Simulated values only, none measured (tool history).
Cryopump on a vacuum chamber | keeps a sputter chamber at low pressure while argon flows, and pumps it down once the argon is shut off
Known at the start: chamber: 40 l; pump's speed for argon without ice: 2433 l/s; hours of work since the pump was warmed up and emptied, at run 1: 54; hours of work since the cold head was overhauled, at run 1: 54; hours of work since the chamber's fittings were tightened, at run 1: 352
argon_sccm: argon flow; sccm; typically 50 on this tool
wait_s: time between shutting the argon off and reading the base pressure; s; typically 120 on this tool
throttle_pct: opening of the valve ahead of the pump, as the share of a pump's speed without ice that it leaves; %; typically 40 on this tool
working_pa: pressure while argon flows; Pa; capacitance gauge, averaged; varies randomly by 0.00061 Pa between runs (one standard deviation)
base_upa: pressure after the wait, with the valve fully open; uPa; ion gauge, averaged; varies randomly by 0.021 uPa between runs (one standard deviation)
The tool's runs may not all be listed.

run	day	argon_sccm	wait_s	throttle_pct	hours of work since the pump was warmed up and emptied	hours of work since the cold head was overhauled	hours of work since the chamber's fittings were tightened	working_pa	base_upa
1	0.000	50	120	40	54	54	352	0.0892	0.64
2	0.562	50	120	40	64	64	361	0.0899	0.67
3	1.162	50	120	54	74	74	371	0.0666	0.66
4	1.662	50	120	54	82	82	380	0.0663	0.66
5	2.583	50	224	40	98	98	396	0.0902	0.51
6	3.688	96	22	17	117	117	414	0.4003	2.19
7	4.800	73	80	17	136	136	433	0.3056	0.87
8	5.992	73	87	17	156	156	454	0.3067	0.89
9	7.033	45	118	18	174	174	471	0.1778	0.73
10	7.717	45	96	18	185	185	483	0.1796	0.84

What if the next run were any one of these 3? Each begins from the tool's condition after run 10:
A	8.638	50	36	15	201	201	499	?	?
B	8.638	50	120	41	201	201	499	?	?
C	8.638	45	152	18	201	201	499	?	?

run	working_pa	base_upa
A	0.2376	1.53
B	0.0910	0.77
C	0.1804	0.70
With the hidden condition removed and each run's random variation left untouched, the same runs would have given:
run	working_pa	base_upa
A	0.2306	1.22
B	0.0840	0.45
C	0.1741	0.38

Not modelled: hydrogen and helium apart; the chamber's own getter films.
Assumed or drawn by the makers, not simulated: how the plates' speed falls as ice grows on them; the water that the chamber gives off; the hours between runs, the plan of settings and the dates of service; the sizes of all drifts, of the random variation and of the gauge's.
